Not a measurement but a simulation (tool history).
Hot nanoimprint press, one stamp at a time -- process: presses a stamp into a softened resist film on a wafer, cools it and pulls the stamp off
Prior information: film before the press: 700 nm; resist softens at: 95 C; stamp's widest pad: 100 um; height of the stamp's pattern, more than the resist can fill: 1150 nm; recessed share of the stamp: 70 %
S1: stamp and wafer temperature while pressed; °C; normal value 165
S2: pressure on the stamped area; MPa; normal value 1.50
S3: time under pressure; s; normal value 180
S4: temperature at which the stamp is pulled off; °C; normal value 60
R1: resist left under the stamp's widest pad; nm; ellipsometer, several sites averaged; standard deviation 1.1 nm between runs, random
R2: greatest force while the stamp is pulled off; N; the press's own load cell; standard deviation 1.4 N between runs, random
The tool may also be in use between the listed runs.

run,hour,S1,S2,S3,S4,R1,R2
1,0.0,165,1.50,180,60,378.3,113
2,16.3,165,1.50,180,60,378.2,114
3,38.2,165,1.50,180,60,377.0,115
4,53.3,165,1.50,180,60,377.0,120
5,69.0,165,1.50,180,60,377.6,121
# hour 81.3: stamp cleaned and given a new release coat
6,90.3,165,1.35,180,60,392.7,101
7,106.4,165,1.35,97,60,470.9,103
8,117.8,165,1.50,180,60,374.9,104
9,128.7,165,1.50,180,60,376.0,107
10,152.8,165,1.50,180,60,376.6,108
11,176.5,165,1.50,180,60,374.6,111
12,196.7,165,2.31,180,60,309.7,113
13,208.4,165,2.31,180,60,311.6,115
14,226.8,165,2.31,180,60,309.7,117
15,240.8,165,1.50,180,60,373.1,119
# hour 262.5: stamp cleaned and given a new release coat
16,262.5,165,1.72,180,66,350.9,86
17,279.5,158,0.98,204,66,526.0,89
18,293.2,158,0.98,204,66,530.4,90
19,312.9,172,0.98,204,64,321.5,99
20,330.8,168,1.69,180,60,308.9,108
21,346.1,168,1.79,271,60,257.2,110
22,367.7,169,1.22,271,52,296.1,133

Run 23, settings as shown, results not yet in. Your forecast:
23,388.2,165,1.22,92,47,?,?

R1: 484.7 nm
R2: 146 N
The same run, on a tool lacking any hidden state, would have yielded R1 496.4 nm, R2 130 N.

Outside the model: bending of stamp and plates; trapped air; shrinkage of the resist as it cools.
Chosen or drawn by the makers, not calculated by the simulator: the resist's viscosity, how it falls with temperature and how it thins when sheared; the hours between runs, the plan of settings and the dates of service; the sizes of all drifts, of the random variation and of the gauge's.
